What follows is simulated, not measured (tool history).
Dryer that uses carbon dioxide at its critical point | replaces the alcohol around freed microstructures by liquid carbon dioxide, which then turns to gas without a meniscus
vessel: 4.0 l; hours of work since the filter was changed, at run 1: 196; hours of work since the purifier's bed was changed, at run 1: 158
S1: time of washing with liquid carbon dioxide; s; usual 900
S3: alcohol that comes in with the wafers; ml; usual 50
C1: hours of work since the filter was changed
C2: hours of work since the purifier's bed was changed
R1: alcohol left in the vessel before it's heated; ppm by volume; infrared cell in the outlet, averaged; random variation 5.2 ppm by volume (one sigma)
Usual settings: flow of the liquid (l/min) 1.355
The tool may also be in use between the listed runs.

Run 1, day 0.000: usual settings; C1 196; C2 158. Result: R1 190 ppm by volume.
Run 2, day 0.400: usual settings; C1 201; C2 163. Result: R1 185 ppm by volume.
Run 3, day 0.742: usual settings but S1 600 s; C1 205; C2 167. Result: R1 647 ppm by volume.
Run 4, day 1.400: usual settings but S1 600 s; C1 214; C2 176. Result: R1 668 ppm by volume.
Run 5, day 1.729: usual settings; C1 218; C2 180. Result: R1 199 ppm by volume.
Run 6, day 2.158: usual settings; C1 223; C2 185. Result: R1 214 ppm by volume.
Run 7, day 2.488: usual settings; C1 227; C2 189. Result: R1 209 ppm by volume.
Run 8, day 3.200: usual settings; C1 236; C2 198. Result: R1 220 ppm by volume.
Run 9, day 3.688: usual settings; C1 242; C2 204. Result: R1 215 ppm by volume.
Run 10, day 4.304: usual settings; C1 250; C2 212. Result: R1 223 ppm by volume.
Run 11, day 4.775: usual settings; C1 256; C2 218. Result: R1 228 ppm by volume.
Run 12, day 5.400: usual settings; C1 263; C2 225. Result: R1 226 ppm by volume.
Run 13, day 5.862: usual settings but flow of the liquid (l/min) 1.720; C1 269; C2 231. Result: R1 134 ppm by volume.
Run 14, day 6.250: usual settings but flow of the liquid (l/min) 1.720; C1 274; C2 236. Result: R1 132 ppm by volume.
Run 15, day 6.579: usual settings but S3 21 ml; C1 278; C2 240. Result: R1 151 ppm by volume.
Run 16, day 7.183: usual settings but S3 21 ml; C1 286; C2 248. Result: R1 158 ppm by volume.
Run 17, day 7.875: usual settings but S1 600 s; C1 294; C2 256. Result: R1 728 ppm by volume.
Run 18, day 8.554: usual settings but S1 600 s; C1 303; C2 265. Result: R1 743 ppm by volume.
Run 19, day 8.962: usual settings but flow of the liquid (l/min) 1.310; C1 308; C2 270. Result: R1 261 ppm by volume.
Run 20, day 9.600: usual settings but flow of the liquid (l/min) 1.310; C1 316; C2 278. Result: R1 278 ppm by volume.
Run 21, day 10.304: usual settings but S3 44 ml; C1 324; C2 286. Result: R1 239 ppm by volume.
Run 22, day 10.917: usual settings but S3 44 ml; C1 332; C2 294. Result: R1 243 ppm by volume.
Run 23, day 11.492: usual settings but flow of the liquid (l/min) 1.450; C1 339; C2 301. Result: R1 235 ppm by volume.
Run 24, day 11.812: usual settings but flow of the liquid (l/min) 1.310; C1 343; C2 305. Result: R1 305 ppm by volume.
Run 25, day 12.512: usual settings but S1 1260 s, flow of the liquid (l/min) 1.250; C1 352; C2 314. Result: R1 167 ppm by volume.
Run 26, day 13.088: usual settings but S1 720 s, flow of the liquid (l/min) 1.250; C1 359; C2 321. Result: R1 620 ppm by volume.
Run 27, day 13.642: usual settings but S1 720 s, flow of the liquid (l/min) 1.250; C1 366; C2 328. Result: R1 632 ppm by volume.
Run 28, day 14.088: usual settings but S1 780 s, flow of the liquid (l/min) 2.000; C1 372; C2 333. Result: R1 177 ppm by volume.
Run 29, day 14.538: usual settings but S1 780 s, flow of the liquid (l/min) 2.000; C1 377; C2 339. Result: R1 182 ppm by volume.
Run 30, day 15.150: usual settings but flow of the liquid (l/min) 1.370, S3 32 ml; C1 385; C2 347. Result: R1 239 ppm by volume.
Run 31, day 15.812: usual settings but S1 1260 s, flow of the liquid (l/min) 1.550; C1 393; C2 355. Result: R1 140 ppm by volume.
Run 32, day 16.129: usual settings but S1 840 s; C1 397; C2 359. Result: R1 364 ppm by volume.
Run 33, day 16.521: usual settings but S1 1020 s, flow of the liquid (l/min) 1.620, S3 44 ml; C1 402; C2 364. Result: R1 179 ppm by volume.
Run 34, day 17.108: usual settings but flow of the liquid (l/min) 1.940, S3 31 ml; C1 409; C2 371. Result: R1 165 ppm by volume.
Run 35, day 17.612: usual settings but flow of the liquid (l/min) 1.940, S3 31 ml; C1 415; C2 377. Result: R1 157 ppm by volume.
Run 36, day 18.046: usual settings but flow of the liquid (l/min) 1.940, S3 31 ml; C1 421; C2 383. Result: R1 161 ppm by volume.
Run 37, day 18.388: usual settings but S1 1020 s, flow of the liquid (l/min) 1.820, S3 29 ml; C1 425; C2 387. Result: R1 168 ppm by volume.

Run 38 comes next. What will it give?
Run 38, day 19.104: usual settings but S1 1020 s, flow of the liquid (l/min) 0.950, S3 52 ml; C1 434; C2 396. Result: R1 ?.

R1: 613 ppm by volume
Without the tool's hidden state the same run would have given R1 281 ppm by volume.
